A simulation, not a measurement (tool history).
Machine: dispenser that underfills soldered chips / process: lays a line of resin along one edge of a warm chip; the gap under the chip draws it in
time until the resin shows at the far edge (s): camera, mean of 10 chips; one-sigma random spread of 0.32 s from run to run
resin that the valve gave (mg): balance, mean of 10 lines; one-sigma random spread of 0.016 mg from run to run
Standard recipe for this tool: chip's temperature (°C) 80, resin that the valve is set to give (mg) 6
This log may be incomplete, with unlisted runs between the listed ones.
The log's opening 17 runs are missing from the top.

| run | hour | chip's temperature (°C) | resin that the valve is set to give (mg) | hours of work since the syringe was changed | hours of work since the valve was cleaned | hours of work since the stage was calibrated | time until the resin shows at the far edge (s) | resin that the valve gave (mg) |
|---|---|---|---|---|---|---|---|---|
| 18 | 118.6 | 80 | 6 | 9 | 56 | 94 | 18.2 | 5.88 |
|  | 120.1 | new syringe of resin |
| 19 | 123.8 | 80 | 6 | 3 | 60 | 98 | 13.3 | 5.88 |
| 20 | 131.7 | 80 | 6 | 9 | 66 | 104 | 18.6 | 5.87 |
|  | 133.6 | new syringe of resin |
| 21 | 136 | 70 | 7.28 | 2 | 69 | 107 | 20.5 | 7.08 |
| 22 | 143.8 | 70 | 7.28 | 8 | 75 | 113 | 27.2 | 7.07 |
|  | 146.8 | new syringe of resin |
| 23 | 149.5 | 76 | 6.15 | 2 | 79 | 117 | 15.8 | 5.97 |
| 24 | 155.2 | 80 | 5.64 | 6 | 83 | 121 | 15.6 | 5.46 |
| 25 | 159 | 87 | 5.55 | 9 | 86 | 124 | 12.7 | 5.35 |
|  | 160.5 | new syringe of resin |
|  | 169.1 | dispensing valve cleaned and set on the balance |
| 26 | 169.1 | 92 | 5.2 | 6 | 0 | 131 | 9.1 | 5.19 |
| 27 | 173.3 | 80 | 6.07 | 9 | 3 | 134 | 18.7 | 6.07 |
|  | 174.8 | new syringe of resin |
| 28 | 180.6 | 80 | 6.07 | 4 | 9 | 140 | 14.7 | 6.06 |
| 29 | 187.6 | 66 | 7.1 | 10 | 14 | 145 | 36.4 | 7.07 |
|  | 188.4 | new syringe of resin |
| 30 | 193.7 | 85 | 6.2 | 4 | 18 | 149 | 11.4 | 6.14 |
| 31 | 198.5 | 89 | 5.57 | 8 | 22 | 153 | 11.1 | 5.52 |
|  | 201.6 | new syringe of resin |
| 32 | 203.8 | 79 | 6.08 | 2 | 26 | 157 | 13.1 | 6.02 |
| 33 | 211.8 | 76 | 6 | 8 | 32 | 163 | 20.3 | 5.95 |
|  | 215.1 | new syringe of resin |
| 34 | 221 | 76 | 6 | 5 | 39 | 170 | 17.8 | 5.91 |
| 35 | 225.1 | 86 | 5.54 | 8 | 42 | 173 | 12.7 | 5.41 |
|  | 228.5 | new syringe of resin |
| 36 | 233.4 | 68 | 6 | 4 | 48 | 179 | 24.6 | 5.9 |
| 37 | 240.6 | 68 | 6 | 9 | 53 | 184 | 30.9 | 5.87 |

Each row is a separate what-if for the run after 37, all from the same tool condition, not one after another. Results?
|  | 241.8 | new syringe of resin |
| A | 247.9 | 70 | 6.04 | 5 | 59 | 190 | ? | ? |
|  | 241.8 | new syringe of resin |
| B | 247.9 | 80 | 5.11 | 5 | 59 | 190 | ? | ? |
|  | 241.8 | new syringe of resin |
| C | 247.9 | 84 | 7.48 | 5 | 59 | 190 | ? | ? |

| run | time until the resin shows at the far edge (s) | resin that the valve gave (mg) |
|---|---|---|
| A | 23.1 | 5.91 |
| B | 14.4 | 5 |
| C | 12 | 7.3 |
Had the tool no hidden state, the same runs would have come out as:
| run | time until the resin shows at the far edge (s) | resin that the valve gave (mg) |
|---|---|---|
| A | 19.8 | 6.05 |
| B | 12.3 | 5.11 |
| C | 10.3 | 7.47 |
